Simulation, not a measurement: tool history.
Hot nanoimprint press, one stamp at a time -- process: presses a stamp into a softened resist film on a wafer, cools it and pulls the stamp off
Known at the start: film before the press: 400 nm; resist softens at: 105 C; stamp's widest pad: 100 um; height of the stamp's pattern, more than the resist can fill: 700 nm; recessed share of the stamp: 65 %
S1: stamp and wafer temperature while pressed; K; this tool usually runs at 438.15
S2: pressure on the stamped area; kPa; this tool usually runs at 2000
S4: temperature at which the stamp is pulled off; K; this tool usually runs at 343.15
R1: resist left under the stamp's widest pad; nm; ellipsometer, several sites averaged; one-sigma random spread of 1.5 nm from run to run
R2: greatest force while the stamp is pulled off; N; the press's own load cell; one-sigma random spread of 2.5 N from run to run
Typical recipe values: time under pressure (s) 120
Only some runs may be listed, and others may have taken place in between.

run 1 day=0.000 | S1=438.15 S2=2000 time_under_pressure_(s)=120 S4=343.15 | R1=249.2 R2=127
run 2 day=1.479 | S1=438.15 S2=2000 time_under_pressure_(s)=120 S4=343.15 | R1=249.9 R2=128
run 3 day=3.400 | S1=438.15 S2=2000 time_under_pressure_(s)=120 S4=343.15 | R1=250.9 R2=129
run 4 day=5.788 | S1=438.15 S2=1310 time_under_pressure_(s)=120 S4=343.15 | R1=283.3 R2=133
-- day=8.967 plate thermocouple calibrated
run 5 day=9.229 | S1=444.15 S2=1310 time_under_pressure_(s)=120 S4=343.15 | R1=197.4 R2=130
run 6 day=10.608 | S1=438.15 S2=2000 time_under_pressure_(s)=120 S4=331.15 | R1=233.2 R2=153
run 7 day=12.142 | S1=438.15 S2=2000 time_under_pressure_(s)=120 S4=331.15 | R1=233.6 R2=148
run 8 day=14.183 | S1=431.15 S2=2000 time_under_pressure_(s)=120 S4=331.15 | R1=319.5 R2=156
run 9 day=17.071 | S1=438.15 S2=2000 time_under_pressure_(s)=120 S4=343.15 | R1=237.3 R2=136
run 10 day=19.079 | S1=438.15 S2=2000 time_under_pressure_(s)=120 S4=343.15 | R1=239.6 R2=139
run 11 day=20.479 | S1=438.15 S2=2000 time_under_pressure_(s)=120 S4=343.15 | R1=241.4 R2=135
run 12 day=22.808 | S1=438.15 S2=2000 time_under_pressure_(s)=106 S4=343.15 | R1=254.2 R2=137
run 13 day=25.838 | S1=438.15 S2=2000 time_under_pressure_(s)=85 S4=343.15 | R1=269.6 R2=147
run 14 day=28.567 | S1=438.15 S2=2000 time_under_pressure_(s)=85 S4=330.15 | R1=270.9 R2=165
run 15 day=31.562 | S1=438.15 S2=2000 time_under_pressure_(s)=85 S4=330.15 | R1=271.2 R2=168
run 16 day=33.575 | S1=438.15 S2=2000 time_under_pressure_(s)=85 S4=330.15 | R1=271.0 R2=179
run 17 day=35.958 | S1=438.15 S2=1330 time_under_pressure_(s)=95 S4=343.15 | R1=293.9 R2=150
-- day=37.379 stamp cleaned and given a new release coat
run 18 day=37.771 | S1=438.15 S2=1330 time_under_pressure_(s)=95 S4=343.15 | R1=299.2 R2=116
-- day=39.075 press's hydraulic seals changed and the load cell set to zero
run 19 day=40.225 | S1=438.15 S2=2000 time_under_pressure_(s)=223 S4=343.15 | R1=197.8 R2=112
run 20 day=42.896 | S1=438.15 S2=2000 time_under_pressure_(s)=62 S4=330.15 | R1=296.9 R2=139
run 21 day=44.375 | S1=449.15 S2=2620 time_under_pressure_(s)=128 S4=350.15 | R1=112.1 R2=105
run 22 day=45.738 | S1=449.15 S2=2620 time_under_pressure_(s)=128 S4=350.15 | R1=114.6 R2=111
run 23 day=48.842 | S1=449.15 S2=2620 time_under_pressure_(s)=128 S4=350.15 | R1=113.5 R2=114
run 24 day=52.138 | S1=449.15 S2=2620 time_under_pressure_(s)=128 S4=350.15 | R1=115.1 R2=120
-- day=53.283 plate thermocouple calibrated
run 25 day=53.775 | S1=438.15 S2=2000 time_under_pressure_(s)=82 S4=343.15 | R1=263.4 R2=122
run 26 day=55.508 | S1=438.15 S2=2000 time_under_pressure_(s)=82 S4=343.15 | R1=261.9 R2=127

3 ways to go on from here, each from the tool as it stands after run 26. What would each give?
run A day=57.458 | S1=438.15 S2=1580 time_under_pressure_(s)=120 S4=343.15 | R1=? R2=?
run B day=57.458 | S1=440.15 S2=2640 time_under_pressure_(s)=120 S4=338.15 | R1=? R2=?
run C day=57.458 | S1=438.15 S2=2620 time_under_pressure_(s)=74 S4=343.15 | R1=? R2=?

run=A R1=252.2 R2=125
run=B R1=189.3 R2=134
run=C R1=250.4 R2=124
Take away the tool's hidden state, keep each run's random variation, and the runs would have read:
run=A R1=250.6 R2=112
run=B R1=187.4 R2=120
run=C R1=248.4 R2=111

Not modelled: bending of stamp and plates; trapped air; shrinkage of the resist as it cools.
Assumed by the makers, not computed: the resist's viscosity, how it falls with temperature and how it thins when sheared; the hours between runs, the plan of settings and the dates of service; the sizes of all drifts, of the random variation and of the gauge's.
